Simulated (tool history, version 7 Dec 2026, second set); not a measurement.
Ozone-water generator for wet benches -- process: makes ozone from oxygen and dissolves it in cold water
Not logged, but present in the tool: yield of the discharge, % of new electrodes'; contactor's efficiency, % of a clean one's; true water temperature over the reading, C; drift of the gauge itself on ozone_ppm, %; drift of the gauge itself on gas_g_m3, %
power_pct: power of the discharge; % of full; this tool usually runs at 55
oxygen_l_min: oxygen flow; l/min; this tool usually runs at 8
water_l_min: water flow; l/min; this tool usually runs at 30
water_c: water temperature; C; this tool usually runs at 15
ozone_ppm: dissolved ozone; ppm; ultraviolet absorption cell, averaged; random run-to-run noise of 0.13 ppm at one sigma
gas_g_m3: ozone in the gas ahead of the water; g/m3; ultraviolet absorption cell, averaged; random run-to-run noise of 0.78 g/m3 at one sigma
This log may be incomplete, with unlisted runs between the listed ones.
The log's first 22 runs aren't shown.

run	hour	power_pct	oxygen_l_min	water_l_min	water_c	hours of work since the electrodes were changed	hours of work since the contactor was cleaned	hours of work since the thermometer was calibrated	ozone_ppm	gas_g_m3
23	605.7	95	5.69	47	11	1570	5218	2073	11.9	200.7
24	634.2	95	5.69	47	11	1592	5240	2095	11.9	200.3
25	661.3	95	10.18	47	12	1613	5261	2116	14.4	161
26	697.1	59	8	35	15	1641	5289	2144	12.1	123.3
27	724.7	68	8	20	15	1663	5311	2166	21.9	135.4
28	758.4	68	8	20	15	1689	5337	2192	21.4	136.4
29	795.8	68	8	27	21	1718	5366	2221	15.6	136.5
30	814.9	68	8	27	21	1733	5381	2236	15.8	135.6
31	849.2	45	8	30	9	1760	5408	2263	12.5	99.3
32	887.4	44	9.42	21	16	1790	5438	2293	15	91
33	918.6	60	8	45	15	1814	5462	2317	9.3	124.1

Each row is a separate what-if for the run after 33, all from the same tool condition, not one after another. Results?
A	954.2	60	8	44	15	1842	5490	2345	?	?
B	954.2	60	13.17	45	15	1842	5490	2345	?	?
C	954.2	60	12.11	30	15	1842	5490	2345	?	?
D	954.2	60	8	24	15	1842	5490	2345	?	?

run	ozone_ppm	gas_g_m3
A	9.6	122
B	10.6	103
C	14.7	106
D	17.4	122.5
Without the tool's unlogged condition, the same runs would have read:
run	ozone_ppm	gas_g_m3
A	10.6	125.7
B	11.7	106.1
C	16.1	109.2
D	18.8	126.2

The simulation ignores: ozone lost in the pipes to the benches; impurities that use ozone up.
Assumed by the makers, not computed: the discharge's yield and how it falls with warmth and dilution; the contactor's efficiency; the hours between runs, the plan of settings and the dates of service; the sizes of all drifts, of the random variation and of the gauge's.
